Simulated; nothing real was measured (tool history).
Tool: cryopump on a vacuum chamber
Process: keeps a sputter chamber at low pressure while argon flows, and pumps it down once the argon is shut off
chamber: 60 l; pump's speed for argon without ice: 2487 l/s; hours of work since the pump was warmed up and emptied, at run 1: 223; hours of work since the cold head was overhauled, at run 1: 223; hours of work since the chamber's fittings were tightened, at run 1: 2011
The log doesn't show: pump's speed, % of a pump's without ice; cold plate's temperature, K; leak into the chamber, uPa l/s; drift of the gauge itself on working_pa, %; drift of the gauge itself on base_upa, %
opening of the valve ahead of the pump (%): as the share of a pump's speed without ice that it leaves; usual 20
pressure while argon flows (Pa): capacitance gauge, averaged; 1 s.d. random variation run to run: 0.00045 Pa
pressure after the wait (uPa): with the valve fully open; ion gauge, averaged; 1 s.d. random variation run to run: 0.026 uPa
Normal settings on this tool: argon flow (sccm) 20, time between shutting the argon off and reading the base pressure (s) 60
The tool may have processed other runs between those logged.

run	hour	argon flow (sccm)	time between shutting the argon off and reading the base pressure (s)	opening of the valve ahead of the pump (%)	hours of work since the pump was warmed up and emptied	hours of work since the cold head was overhauled	hours of work since the chamber's fittings were tightened	pressure while argon flows (Pa)	pressure after the wait (uPa)
1	0.0	20	60	20	223	223	2011	0.0687	1.93
2	33.2	20	60	42	253	253	2041	0.0335	2.06
3	103.7	20	60	18	315	315	2103	0.0764	2.02
4	152.8	20	60	18	359	359	2146	0.0774	2.01
5	191.2	20	60	18	393	393	2180	0.0777	2.04
# hour 238.7: leaking fittings of the chamber tightened, without venting
6	269.5	20	60	18	460	460	27	0.0780	1.14
7	316.5	20	60	18	502	502	69	0.0778	1.15
8	376.4	20	60	18	555	555	122	0.0782	1.15
9	433.3	20	60	18	605	605	172	0.0799	1.22
10	488.0	20	60	18	653	653	221	0.0783	1.22
11	554.0	20	60	20	712	712	279	0.0722	1.23
12	599.5	20	60	20	752	752	319	0.0732	1.31
13	672.3	36	60	20	817	817	384	0.1322	1.34
14	749.0	36	60	20	884	884	452	0.1337	1.39
# hour 831.0: pump warmed up, emptied and cooled again
15	831.0	10	60	20	0	953	520	0.0342	1.29
16	903.4	10	60	20	64	1017	584	0.0339	1.34
17	944.8	10	60	20	101	1053	620	0.0347	1.34
18	1018.7	10	60	20	166	1119	686	0.0348	1.30
19	1059.6	11	180	20	202	1155	722	0.0388	0.74
20	1107.3	27	270	20	244	1197	764	0.0941	0.66
21	1176.9	27	270	20	306	1259	826	0.0941	0.69
22	1211.3	20	163	42	337	1289	856	0.0340	0.84
23	1289.2	25	125	19	405	1358	925	0.0926	1.00
24	1327.5	25	257	34	439	1392	959	0.0529	0.79
25	1388.4	20	90	24	493	1446	1013	0.0594	1.23
26	1451.8	20	90	24	549	1502	1069	0.0599	1.27
27	1488.4	20	90	24	582	1534	1101	0.0599	1.32
28	1560.1	20	36	24	645	1598	1165	0.0615	2.26
29	1608.2	10	213	20	688	1640	1207	0.0359	1.02
30	1652.7	20	117	31	727	1680	1247	0.0488	1.31
31	1692.4	21	60	35	762	1715	1282	0.0463	1.76
32	1754.6	23	119	20	817	1770	1337	0.0855	1.34
33	1803.6	8	95	16	861	1813	1380	0.0368	1.55
34	1839.5	20	228	21	892	1845	1412	0.0709	1.13

Here are 3 independent what-if runs from the current tool condition. What would each one return?
A	1872.3	8	135	28	921	1874	1441	?	?
B	1872.3	18	22	31	921	1874	1441	?	?
C	1872.3	20	24	20	921	1874	1441	?	?

run	pressure while argon flows (Pa)	pressure after the wait (uPa)
A	0.0217	1.38
B	0.0457	3.66
C	0.0753	3.32
Without the tool's hidden state the same runs would have given:
run	pressure while argon flows (Pa)	pressure after the wait (uPa)
A	0.0190	0.54
B	0.0395	2.81
C	0.0685	2.51

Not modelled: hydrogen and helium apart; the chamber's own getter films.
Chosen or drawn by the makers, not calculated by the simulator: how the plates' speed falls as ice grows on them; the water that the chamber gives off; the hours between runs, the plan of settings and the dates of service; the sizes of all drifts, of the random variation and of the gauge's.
